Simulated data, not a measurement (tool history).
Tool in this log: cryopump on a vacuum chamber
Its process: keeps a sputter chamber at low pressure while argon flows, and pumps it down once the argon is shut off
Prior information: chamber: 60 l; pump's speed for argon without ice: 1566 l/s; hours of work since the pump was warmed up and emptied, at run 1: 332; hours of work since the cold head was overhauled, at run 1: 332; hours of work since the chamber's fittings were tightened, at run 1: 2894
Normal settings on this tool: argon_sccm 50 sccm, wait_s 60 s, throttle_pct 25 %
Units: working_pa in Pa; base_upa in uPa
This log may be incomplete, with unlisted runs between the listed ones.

| run | day | argon_sccm | wait_s | throttle_pct | hours of work since the pump was warmed up and emptied | hours of work since the cold head was overhauled | hours of work since the chamber's fittings were tightened | working_pa | base_upa |
|---|---|---|---|---|---|---|---|---|---|
| 1 | 0.000 | 50 | 60 | 25 | 332 | 332 | 2894 | 0.2216 | 1.26 |
| 2 | 1.333 | 50 | 60 | 25 | 348 | 348 | 2910 | 0.2226 | 1.25 |
| 3 | 3.142 | 50 | 60 | 25 | 370 | 370 | 2932 | 0.2214 | 1.19 |
| 4 | 4.542 | 50 | 60 | 25 | 386 | 386 | 2949 | 0.2217 | 1.26 |
| 5 | 5.842 | 50 | 60 | 25 | 402 | 402 | 2964 | 0.2226 | 1.29 |
| 6 | 7.058 | 50 | 60 | 25 | 416 | 416 | 2979 | 0.2247 | 1.27 |
| 7 | 7.958 | 50 | 60 | 34 | 427 | 427 | 2989 | 0.1659 | 1.26 |
| 8 | 9.517 | 50 | 154 | 25 | 446 | 446 | 3008 | 0.2228 | 0.87 |
| 9 | 11.471 | 50 | 154 | 25 | 469 | 469 | 3031 | 0.2229 | 0.91 |
| 10 | 12.942 | 50 | 154 | 25 | 487 | 487 | 3049 | 0.2237 | 0.93 |
| 11 | 14.504 | 50 | 63 | 25 | 505 | 505 | 3067 | 0.2244 | 1.25 |
| 12 | 15.675 | 50 | 63 | 25 | 519 | 519 | 3081 | 0.2265 | 1.27 |
| 13 | 16.804 | 50 | 63 | 25 | 533 | 533 | 3095 | 0.2253 | 1.27 |
| 14 | 17.738 | 50 | 63 | 25 | 544 | 544 | 3106 | 0.2257 | 1.26 |
| 15 | 19.404 | 50 | 63 | 25 | 564 | 564 | 3126 | 0.2265 | 1.27 |
| 16 | 21.371 | 43 | 145 | 26 | 587 | 587 | 3149 | 0.1893 | 0.93 |
| 17 | 23.183 | 44 | 60 | 42 | 609 | 609 | 3171 | 0.1226 | 1.33 |
| 18 | 24.500 | 44 | 290 | 32 | 624 | 624 | 3186 | 0.1590 | 0.84 |

Alternative continuations, all from the tool just after run 18; predict every row:
| A | 25.475 | 96 | 290 | 32 | 636 | 636 | 3198 | ? | ? |
| B | 25.475 | 44 | 290 | 16 | 636 | 636 | 3198 | ? | ? |
| C | 25.475 | 21 | 60 | 37 | 636 | 636 | 3198 | ? | ? |

| run | working_pa | base_upa |
|---|---|---|
| A | 0.3462 | 0.84 |
| B | 0.3075 | 0.82 |
| C | 0.0651 | 1.33 |
Without the tool's unlogged condition, the same runs would have read:
| run | working_pa | base_upa |
|---|---|---|
| A | 0.3241 | 0.30 |
| B | 0.2974 | 0.30 |
| C | 0.0603 | 0.81 |
